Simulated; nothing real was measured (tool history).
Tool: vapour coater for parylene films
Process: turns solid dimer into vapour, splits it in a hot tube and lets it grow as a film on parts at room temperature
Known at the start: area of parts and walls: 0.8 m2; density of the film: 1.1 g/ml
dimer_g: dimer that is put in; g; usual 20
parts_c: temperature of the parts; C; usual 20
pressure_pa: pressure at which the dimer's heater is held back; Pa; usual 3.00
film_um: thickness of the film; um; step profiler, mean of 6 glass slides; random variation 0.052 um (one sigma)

run	day	dimer_g	parts_c	pressure_pa	film_um
1	0.000	20	20	3.00	14.60
2	0.704	20	20	3.00	14.46
3	1.175	20	18	3.00	15.88
4	1.642	20	18	3.00	15.88
5	2.525	20	15	3.00	17.93
6	3.179	15	15	3.00	13.51
7	4.017	35	20	3.00	25.23
8	4.738	35	25	3.00	20.44
9	5.208	20	20	5.61	12.48
10	5.829	20	20	5.61	12.40
11	6.725	20	20	5.61	12.37
12	7.483	20	20	3.00	14.24
13	7.879	20	20	3.00	14.33
14	8.300	20	20	3.00	14.24
15	8.879	20	20	3.00	14.29
16	9.554	20	27	3.00	10.53
17	10.058	20	20	3.00	14.15
18	10.525	30	20	3.00	21.31
19	10.933	30	20	3.00	21.16
20	11.579	30	20	3.00	21.28
21	12.483	20	20	3.00	13.98
22	13.350	20	20	3.00	14.00
23	14.142	20	32	3.00	8.34
24	15.042	20	20	8.15	10.99
25	15.675	20	29	2.98	9.48
26	16.204	20	21	9.54	10.10
27	17.046	28	20	3.00	19.39
28	17.492	20	20	5.71	11.90
29	18.279	32	20	3.00	22.10
30	18.875	20	19	5.07	12.67
31	19.621	11	14	5.07	8.63
32	20.129	20	22	2.42	13.21
33	20.992	34	23	9.89	15.52
34	21.488	36	31	10.74	11.36
35	22.317	20	19	3.73	13.56
# day 22.550: trap's valve overhauled
36	23.379	10	20	4.41	6.70
37	24.258	20	21	4.61	12.68
38	24.625	13	15	5.16	10.35
39	25.296	13	12	2.60	13.83
40	25.679	31	12	2.60	33.03
41	26.250	31	14	11.34	21.39
42	26.683	31	14	11.34	21.22
43	27.304	26	13	5.57	21.96
44	27.812	26	13	5.57	21.99
45	28.496	26	13	5.57	21.91
46	29.338	20	15	3.26	17.54
47	30.188	11	24	7.51	5.38

Measured less the same run without the tool's hidden state. The same run-to-run variation is in both; the gauge's scatter may not be:
The hidden state here: vapour lost through the trap's worn valve, %; true temperature of the parts over the reading, C; drift of the gauge itself on film_um, %.
run	film_um
1	-0.02
2	-0.05
3	-0.09
4	-0.10
5	-0.17
6	-0.15
7	-0.34
8	-0.32
9	-0.21
10	-0.24
11	-0.27
12	-0.35
13	-0.36
14	-0.39
15	-0.41
16	-0.32
17	-0.45
18	-0.72
19	-0.74
20	-0.79
21	-0.55
22	-0.60
23	-0.38
24	-0.54
25	-0.48
26	-0.53
27	-1.08
28	-0.68
29	-1.31
30	-0.77
31	-0.55
32	-0.86
33	-1.05
34	-0.79
35	-0.98
36	+0.02
37	+0.01
38	+0.00
39	-0.03
40	-0.12
41	-0.12
42	-0.14
43	-0.20
44	-0.23
45	-0.28
46	-0.27
47	-0.10

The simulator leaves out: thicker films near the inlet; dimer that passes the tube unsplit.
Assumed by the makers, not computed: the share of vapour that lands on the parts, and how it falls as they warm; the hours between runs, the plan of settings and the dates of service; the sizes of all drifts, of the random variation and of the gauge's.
